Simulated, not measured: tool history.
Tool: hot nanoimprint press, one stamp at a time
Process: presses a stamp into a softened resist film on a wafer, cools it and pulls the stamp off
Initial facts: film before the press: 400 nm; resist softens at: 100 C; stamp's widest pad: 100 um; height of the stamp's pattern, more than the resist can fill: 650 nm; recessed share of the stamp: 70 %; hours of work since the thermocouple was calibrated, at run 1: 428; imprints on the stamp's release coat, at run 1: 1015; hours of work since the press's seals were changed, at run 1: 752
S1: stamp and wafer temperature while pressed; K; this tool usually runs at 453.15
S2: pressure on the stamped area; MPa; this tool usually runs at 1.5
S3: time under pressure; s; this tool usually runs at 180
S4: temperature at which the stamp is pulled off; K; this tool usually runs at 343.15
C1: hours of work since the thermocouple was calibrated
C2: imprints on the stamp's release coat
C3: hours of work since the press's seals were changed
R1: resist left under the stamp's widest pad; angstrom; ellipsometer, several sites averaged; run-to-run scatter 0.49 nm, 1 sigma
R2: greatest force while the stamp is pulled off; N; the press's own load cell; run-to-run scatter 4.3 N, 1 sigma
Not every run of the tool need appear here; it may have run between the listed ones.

| run | hour | S1 | S2 | S3 | S4 | C1 | C2 | C3 | R1 | R2 |
|---|---|---|---|---|---|---|---|---|---|---|
| 1 | 0 | 453.15 | 1.5 | 180 | 343.15 | 428 | 1015 | 752 | 1869 | 254 |
| 2 | 21.3 | 453.15 | 1.5 | 180 | 343.15 | 442 | 1103 | 765 | 1864 | 256 |
| 3 | 43.7 | 453.15 | 1.5 | 180 | 343.15 | 456 | 1197 | 780 | 1871 | 256 |
| 4 | 66.2 | 453.15 | 1.5 | 180 | 329.15 | 471 | 1290 | 794 | 1877 | 353 |
|  | 97.1 | stamp cleaned and given a new release coat |
| 5 | 108.8 | 453.15 | 1.5 | 161 | 343.15 | 494 | 48 | 817 | 1953 | 205 |
|  | 122.2 | plate thermocouple calibrated |
| 6 | 136.4 | 453.15 | 1.5 | 161 | 343.15 | 9 | 150 | 833 | 2000 | 210 |
| 7 | 154.5 | 453.15 | 1.5 | 161 | 343.15 | 21 | 226 | 845 | 1996 | 220 |
| 8 | 181.6 | 453.15 | 1.5 | 180 | 343.15 | 38 | 338 | 862 | 1918 | 216 |
| 9 | 210.6 | 453.15 | 1.5 | 180 | 343.15 | 56 | 458 | 880 | 1917 | 228 |
| 10 | 229.3 | 453.15 | 1.5 | 333 | 343.15 | 68 | 536 | 892 | 1493 | 228 |
| 11 | 268.9 | 453.15 | 1.5 | 333 | 343.15 | 94 | 700 | 918 | 1495 | 235 |
| 12 | 288.9 | 453.15 | 1.5 | 180 | 343.15 | 106 | 783 | 930 | 1917 | 244 |
| 13 | 325.9 | 453.15 | 1.02 | 180 | 343.15 | 130 | 937 | 954 | 2202 | 249 |
| 14 | 350.7 | 453.15 | 1.02 | 180 | 343.15 | 146 | 1040 | 970 | 2194 | 258 |
| 15 | 369.4 | 454.15 | 1.5 | 180 | 343.15 | 158 | 1117 | 982 | 1860 | 255 |
| 16 | 399.9 | 454.15 | 1.5 | 180 | 343.15 | 177 | 1243 | 1001 | 1859 | 271 |
| 17 | 423.1 | 454.15 | 1.5 | 180 | 343.15 | 192 | 1340 | 1016 | 1857 | 270 |
|  | 444.1 | stamp cleaned and given a new release coat |
| 18 | 462.7 | 462.15 | 1.15 | 104 | 345.15 | 214 | 77 | 1038 | 2080 | 205 |
| 19 | 490.4 | 462.15 | 1.15 | 104 | 345.15 | 231 | 192 | 1055 | 2087 | 202 |
| 20 | 523.3 | 453.15 | 1.5 | 180 | 348.15 | 252 | 329 | 1076 | 1907 | 199 |
| 21 | 551.8 | 453.15 | 1.5 | 105 | 348.15 | 270 | 447 | 1094 | 2311 | 205 |
| 22 | 574.7 | 446.15 | 1.07 | 180 | 335.15 | 285 | 542 | 1109 | 2534 | 265 |
| 23 | 606.9 | 446.15 | 1.07 | 180 | 335.15 | 306 | 675 | 1130 | 2528 | 271 |
| 24 | 624 | 446.15 | 1.07 | 180 | 335.15 | 317 | 746 | 1141 | 2521 | 291 |
| 25 | 649.6 | 465.15 | 1.18 | 200 | 344.15 | 333 | 852 | 1157 | 1477 | 240 |
| 26 | 678.3 | 451.15 | 1.5 | 180 | 343.15 | 351 | 972 | 1175 | 2003 | 246 |
|  | 698 | press's hydraulic seals changed and the load cell set to zero |
| 27 | 714.4 | 453.15 | 1.03 | 356 | 345.15 | 369 | 1088 | 10 | 1647 | 237 |
| 28 | 736.5 | 446.15 | 2.36 | 356 | 332.15 | 383 | 1180 | 25 | 1402 | 324 |
| 29 | 767.3 | 457.15 | 1.5 | 149 | 343.15 | 403 | 1308 | 44 | 1791 | 259 |

Below are 5 alternative next runs, each starting from the tool's condition after run 29. Predict each:
|  | 794.5 | stamp cleaned and given a new release coat |
| A | 812.9 | 457.15 | 1.5 | 180 | 336.15 | 428 | 76 | 70 | ? | ? |
|  | 794.5 | stamp cleaned and given a new release coat |
| B | 812.9 | 453.15 | 1.45 | 180 | 343.15 | 428 | 76 | 70 | ? | ? |
|  | 794.5 | stamp cleaned and given a new release coat |
| C | 812.9 | 460.15 | 2.1 | 160 | 343.15 | 428 | 76 | 70 | ? | ? |
|  | 794.5 | stamp cleaned and given a new release coat |
| D | 812.9 | 449.15 | 1.17 | 214 | 343.15 | 428 | 76 | 70 | ? | ? |
|  | 794.5 | stamp cleaned and given a new release coat |
| E | 812.9 | 457.15 | 1.5 | 193 | 343.15 | 428 | 76 | 70 | ? | ? |

| run | R1 | R2 |
|---|---|---|
| A | 1659 | 235 |
| B | 1871 | 212 |
| C | 1388 | 209 |
| D | 2123 | 210 |
| E | 1616 | 203 |
The same runs, with their run-to-run variation unchanged, on a tool lacking any hidden condition would have given:
| run | R1 | R2 |
|---|---|---|
| A | 1695 | 236 |
| B | 1912 | 214 |
| C | 1418 | 210 |
| D | 2169 | 211 |
| E | 1652 | 204 |
